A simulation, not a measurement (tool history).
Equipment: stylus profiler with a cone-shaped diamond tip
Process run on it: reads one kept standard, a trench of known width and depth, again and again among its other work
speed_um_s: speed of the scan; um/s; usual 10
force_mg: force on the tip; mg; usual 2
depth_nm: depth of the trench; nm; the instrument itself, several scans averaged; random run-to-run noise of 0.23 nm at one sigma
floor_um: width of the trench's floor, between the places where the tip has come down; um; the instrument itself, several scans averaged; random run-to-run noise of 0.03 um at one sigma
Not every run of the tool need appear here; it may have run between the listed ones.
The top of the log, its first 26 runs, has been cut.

run	hour	speed_um_s	force_mg	scans with this tip	hours of work since the height scale was calibrated	depth_nm	floor_um
27	572.3	9	4	3899	752	1017.97	92.37
28	602	30	2	3964	764	1010.1	92.2
29	618.9	31	2.8	4001	772	1013.12	92.24
30	648.9	24	1.57	4067	784	1007.92	92.25
31	662.2	24	1.57	4096	790	1007.59	92.29
32	688.4	24	1.57	4153	801	1007.72	92.2
33	705	13	1.49	4189	808	1007.58	92.19
34	736.4	6	4.16	4258	821	1017.93	92.2

Below are 5 alternative next runs, each starting from the tool's condition after run 34. Predict each:
A	766.6	9	4.31	4324	834	?	?
B	766.6	5	4.16	4324	834	?	?
C	766.6	10	1.47	4324	834	?	?
D	766.6	37	5.73	4324	834	?	?
E	766.6	6	0.84	4324	834	?	?

run	depth_nm	floor_um
A	1017.78	92.18
B	1017.91	92.15
C	1007.44	92.16
D	1022.98	92.12
E	1003.81	92.15
Without the tool's unlogged condition, the same runs would have read:
run	depth_nm	floor_um
A	1021.18	94.01
B	1021.31	93.97
C	1010.8	93.98
D	1026.39	93.94
E	1007.16	93.98
